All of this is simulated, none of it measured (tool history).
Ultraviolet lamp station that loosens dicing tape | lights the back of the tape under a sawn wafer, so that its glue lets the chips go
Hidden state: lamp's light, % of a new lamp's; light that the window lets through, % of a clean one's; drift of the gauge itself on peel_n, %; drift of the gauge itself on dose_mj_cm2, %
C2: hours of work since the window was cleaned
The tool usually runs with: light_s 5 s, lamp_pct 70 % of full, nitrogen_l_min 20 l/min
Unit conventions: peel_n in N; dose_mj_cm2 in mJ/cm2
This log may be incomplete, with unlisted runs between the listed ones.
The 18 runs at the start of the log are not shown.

{"run": 19, "hour": 120.4, "light_s": 10, "lamp_pct": 80, "nitrogen_l_min": 9, "hours of work of the lamp": 286, "C2": 498, "peel_n": 0.346, "dose_mj_cm2": 984}
{"run": 20, "hour": 127.2, "light_s": 10, "lamp_pct": 80, "nitrogen_l_min": 9, "hours of work of the lamp": 290, "C2": 502, "peel_n": 0.333, "dose_mj_cm2": 979}
{"run": 21, "hour": 132.2, "light_s": 3, "lamp_pct": 69, "nitrogen_l_min": 20, "hours of work of the lamp": 294, "C2": 506, "peel_n": 1.618, "dose_mj_cm2": 251}
{"run": 22, "hour": 136.7, "light_s": 3, "lamp_pct": 69, "nitrogen_l_min": 20, "hours of work of the lamp": 297, "C2": 509, "peel_n": 1.635, "dose_mj_cm2": 252}
{"run": 23, "hour": 143.6, "light_s": 3, "lamp_pct": 69, "nitrogen_l_min": 20, "hours of work of the lamp": 301, "C2": 513, "peel_n": 1.612, "dose_mj_cm2": 254}
{"run": 24, "hour": 147.2, "light_s": 2, "lamp_pct": 93, "nitrogen_l_min": 20, "hours of work of the lamp": 304, "C2": 516, "peel_n": 1.812, "dose_mj_cm2": 229}
{"run": 25, "hour": 151.5, "light_s": 2, "lamp_pct": 93, "nitrogen_l_min": 20, "hours of work of the lamp": 307, "C2": 519, "peel_n": 1.836, "dose_mj_cm2": 232}
{"run": 26, "hour": 159.1, "light_s": 2, "lamp_pct": 91, "nitrogen_l_min": 7, "hours of work of the lamp": 312, "C2": 524, "peel_n": 2.692, "dose_mj_cm2": 220}
{"hour": 160.7, "done": "window cleaned of glue's vapour"}
{"run": 27, "hour": 163.7, "light_s": 5, "lamp_pct": 70, "nitrogen_l_min": 10, "hours of work of the lamp": 315, "C2": 2, "peel_n": 1.16, "dose_mj_cm2": 426}
{"run": 28, "hour": 172.6, "light_s": 3, "lamp_pct": 77, "nitrogen_l_min": 20, "hours of work of the lamp": 321, "C2": 8, "peel_n": 1.449, "dose_mj_cm2": 283}
{"run": 29, "hour": 177.7, "light_s": 3, "lamp_pct": 83, "nitrogen_l_min": 6, "hours of work of the lamp": 324, "C2": 12, "peel_n": 2.18, "dose_mj_cm2": 305}
{"run": 30, "hour": 183.1, "light_s": 3, "lamp_pct": 86, "nitrogen_l_min": 9, "hours of work of the lamp": 328, "C2": 15, "peel_n": 1.774, "dose_mj_cm2": 316}
{"run": 31, "hour": 187.1, "light_s": 3, "lamp_pct": 86, "nitrogen_l_min": 9, "hours of work of the lamp": 331, "C2": 18, "peel_n": 1.729, "dose_mj_cm2": 314}

Consider 4 possible next runs. They are alternatives, not a sequence: every one starts from the tool as it was left by run 31. What does each give?
{"run": "A", "hour": 194.4, "light_s": 5, "lamp_pct": 86, "nitrogen_l_min": 20, "hours of work of the lamp": 336, "C2": 23, "peel_n": "?", "dose_mj_cm2": "?"}
{"run": "B", "hour": 194.4, "light_s": 3, "lamp_pct": 75, "nitrogen_l_min": 9, "hours of work of the lamp": 336, "C2": 23, "peel_n": "?", "dose_mj_cm2": "?"}
{"run": "C", "hour": 194.4, "light_s": 2, "lamp_pct": 81, "nitrogen_l_min": 18, "hours of work of the lamp": 336, "C2": 23, "peel_n": "?", "dose_mj_cm2": "?"}
{"run": "D", "hour": 194.4, "light_s": 4, "lamp_pct": 90, "nitrogen_l_min": 9, "hours of work of the lamp": 336, "C2": 23, "peel_n": "?", "dose_mj_cm2": "?"}

run=A peel_n=0.565 dose_mj_cm2=530
run=B peel_n=2.079 dose_mj_cm2=278
run=C peel_n=2.105 dose_mj_cm2=195
run=D peel_n=1.136 dose_mj_cm2=444
What these runs would have given with no unlogged condition in the tool:
run=A peel_n=0.564 dose_mj_cm2=530
run=B peel_n=2.077 dose_mj_cm2=278
run=C peel_n=2.104 dose_mj_cm2=196
run=D peel_n=1.135 dose_mj_cm2=444
